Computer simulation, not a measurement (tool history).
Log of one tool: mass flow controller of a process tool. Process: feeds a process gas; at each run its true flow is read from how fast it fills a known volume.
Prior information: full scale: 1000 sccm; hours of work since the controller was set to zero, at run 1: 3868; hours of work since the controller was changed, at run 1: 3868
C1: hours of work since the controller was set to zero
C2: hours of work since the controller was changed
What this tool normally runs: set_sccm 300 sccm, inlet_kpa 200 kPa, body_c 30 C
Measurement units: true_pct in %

Run 1, hour 0: usual settings; C1 3868; C2 3868. Result: true_pct 97.45 %.
Run 2, hour 98.1: usual settings but set_sccm 465 sccm; C1 3913; C2 3913. Result: true_pct 98.1 %.
Run 3, hour 267.2: usual settings but set_sccm 465 sccm; C1 3989; C2 3989. Result: true_pct 98.16 %.
Run 4, hour 419.2: usual settings but set_sccm 465 sccm; C1 4058; C2 4058. Result: true_pct 98.04 %.
Run 5, hour 574.5: usual settings but set_sccm 465 sccm; C1 4129; C2 4129. Result: true_pct 98.02 %.
Run 6, hour 672.6: usual settings but body_c 34 C; C1 4173; C2 4173. Result: true_pct 97.34 %.
Run 7, hour 803.4: usual settings but body_c 34 C; C1 4233; C2 4233. Result: true_pct 97.41 %.
Run 8, hour 957.7: usual settings but body_c 34 C; C1 4303; C2 4303. Result: true_pct 97.39 %.
Run 9, hour 1099.5: usual settings but body_c 34 C; C1 4367; C2 4367. Result: true_pct 97.29 %.
Run 10, hour 1260.8: usual settings; C1 4441; C2 4441. Result: true_pct 97.23 %.
Run 11, hour 1389.6: usual settings but set_sccm 203 sccm; C1 4499; C2 4499. Result: true_pct 96.82 %.
Run 12, hour 1496.1: usual settings but set_sccm 203 sccm; C1 4547; C2 4547. Result: true_pct 96.83 %.
Run 13, hour 1695.5: usual settings but set_sccm 203 sccm; C1 4638; C2 4638. Result: true_pct 96.78 %.
Run 14, hour 1870.7: usual settings but body_c 22 C; C1 4718; C2 4718. Result: true_pct 97.39 %.
Run 15, hour 2049.7: usual settings but set_sccm 462 sccm, inlet_kpa 273 kPa, body_c 22 C; C1 4799; C2 4799. Result: true_pct 98.16 %.
Run 16, hour 2205.3: usual settings but set_sccm 106 sccm, inlet_kpa 255 kPa; C1 4870; C2 4870. Result: true_pct 96.58 %.
Run 17, hour 2395.4: usual settings but set_sccm 245 sccm, inlet_kpa 255 kPa, body_c 35 C; C1 4956; C2 4956. Result: true_pct 97.01 %.
Run 18, hour 2590.6: usual settings but inlet_kpa 164 kPa, body_c 36 C; C1 5045; C2 5045. Result: true_pct 96.57 %.
Run 19, hour 2708.3: usual settings but inlet_kpa 164 kPa, body_c 36 C; C1 5098; C2 5098. Result: true_pct 96.72 %.
Run 20, hour 2842.9: usual settings but set_sccm 855 sccm, inlet_kpa 164 kPa, body_c 36 C; C1 5159; C2 5159. Result: true_pct 98.4 %.
Run 21, hour 2972.1: usual settings but set_sccm 855 sccm, inlet_kpa 164 kPa, body_c 36 C; C1 5218; C2 5218. Result: true_pct 98.46 %.
Run 22, hour 3112.5: usual settings but set_sccm 855 sccm, inlet_kpa 164 kPa, body_c 36 C; C1 5282; C2 5282. Result: true_pct 98.38 %.
Run 23, hour 3290.4: usual settings but inlet_kpa 179 kPa, body_c 27 C; C1 5362; C2 5362. Result: true_pct 96.77 %.
Run 24, hour 3453.9: usual settings but inlet_kpa 179 kPa, body_c 27 C; C1 5437; C2 5437. Result: true_pct 96.66 %.
Run 25, hour 3626.4: usual settings but inlet_kpa 179 kPa, body_c 27 C; C1 5515; C2 5515. Result: true_pct 96.66 %.

4 options for the next run, each taken on its own from the tool as it stands now. Forecast them:
Run A, hour 3734.8: usual settings but set_sccm 154 sccm, inlet_kpa 173 kPa, body_c 37 C; C1 5564; C2 5564. Result: true_pct ?.
Run B, hour 3734.8: usual settings but set_sccm 157 sccm, inlet_kpa 228 kPa, body_c 31 C; C1 5564; C2 5564. Result: true_pct ?.
Run C, hour 3734.8: usual settings but body_c 27 C; C1 5564; C2 5564. Result: true_pct ?.
Run D, hour 3734.8: usual settings but set_sccm 684 sccm; C1 5564; C2 5564. Result: true_pct ?.

run  true_pct
  A     95.83
  B     96.29
  C     96.85
  D     97.96
Take away the tool's hidden state, keep each run's random variation, and the runs would have read:
run  true_pct
  A     96.75
  B     97.22
  C     97.74
  D     98.84
